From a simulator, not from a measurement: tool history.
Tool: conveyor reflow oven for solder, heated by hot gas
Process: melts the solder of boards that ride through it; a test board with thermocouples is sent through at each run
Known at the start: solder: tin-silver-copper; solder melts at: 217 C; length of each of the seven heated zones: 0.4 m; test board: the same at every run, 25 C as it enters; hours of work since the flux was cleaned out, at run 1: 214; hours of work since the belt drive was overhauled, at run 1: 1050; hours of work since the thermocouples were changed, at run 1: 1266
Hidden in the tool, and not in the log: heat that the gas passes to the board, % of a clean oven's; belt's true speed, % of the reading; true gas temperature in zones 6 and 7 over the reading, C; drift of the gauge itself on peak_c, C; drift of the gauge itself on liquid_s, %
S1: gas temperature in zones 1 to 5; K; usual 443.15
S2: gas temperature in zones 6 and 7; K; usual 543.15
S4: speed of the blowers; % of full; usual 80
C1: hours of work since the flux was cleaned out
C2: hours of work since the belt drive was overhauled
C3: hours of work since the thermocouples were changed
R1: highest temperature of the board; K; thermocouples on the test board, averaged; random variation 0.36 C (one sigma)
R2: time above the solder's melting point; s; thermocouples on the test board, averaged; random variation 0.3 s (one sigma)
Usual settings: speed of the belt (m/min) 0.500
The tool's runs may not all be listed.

Run 1, day 0.000: usual settings; C1 214; C2 1050; C3 1266. Result: R1 526.35 K, R2 70.1 s.
At day 1.308: thermocouples of zones 6 and 7 changed.
Run 2, day 1.346: usual settings; C1 233; C2 1069; C3 1. Result: R1 526.55 K, R2 70.4 s.
Run 3, day 2.350: usual settings; C1 248; C2 1084; C3 15. Result: R1 526.45 K, R2 70.9 s.
Run 4, day 3.404: usual settings; C1 264; C2 1099; C3 31. Result: R1 526.15 K, R2 70.1 s.
Run 5, day 4.604: usual settings but S2 531.15 K; C1 281; C2 1117; C3 49. Result: R1 515.55 K, R2 60.2 s.
Run 6, day 5.450: usual settings but speed of the belt (m/min) 0.418; C1 294; C2 1130; C3 61. Result: R1 531.55 K, R2 91.9 s.
Run 7, day 6.992: usual settings but speed of the belt (m/min) 0.418; C1 317; C2 1153; C3 84. Result: R1 531.65 K, R2 91.8 s.
At day 7.575: flux residue cleaned out of gas plates and filters.
Run 8, day 8.388: usual settings; C1 12; C2 1170; C3 102. Result: R1 526.05 K, R2 70.9 s.
Run 9, day 9.312: usual settings but S1 439.15 K; C1 26; C2 1184; C3 116. Result: R1 526.15 K, R2 67.8 s.
Run 10, day 10.679: usual settings but S1 439.15 K, S2 545.15 K, S4 50 % of full; C1 46; C2 1204; C3 136. Result: R1 521.55 K, R2 61.5 s.
Run 11, day 12.012: usual settings but S1 439.15 K, S2 545.15 K, S4 50 % of full; C1 66; C2 1224; C3 156. Result: R1 520.55 K, R2 62.2 s.
Run 12, day 13.404: usual settings but S1 439.15 K, S2 545.15 K, S4 50 % of full; C1 87; C2 1245; C3 177. Result: R1 520.75 K, R2 62.3 s.
Run 13, day 14.488: usual settings but S1 436.15 K, S2 558.15 K, speed of the belt (m/min) 0.512, S4 60 % of full; C1 103; C2 1261; C3 193. Result: R1 532.25 K, R2 70.6 s.

The next listed run, before its measurement:
Run 14, day 15.929: usual settings but S1 446.15 K, S2 541.15 K, speed of the belt (m/min) 0.533, S4 61 % of full; C1 124; C2 1282; C3 214. Result: R1 ?, R2 ?.

{"run 14": {"R1": 519.65, "R2": 59.9}}
Without the tool's hidden state the same run would have given R1 519.65 K, R2 59.9 s.
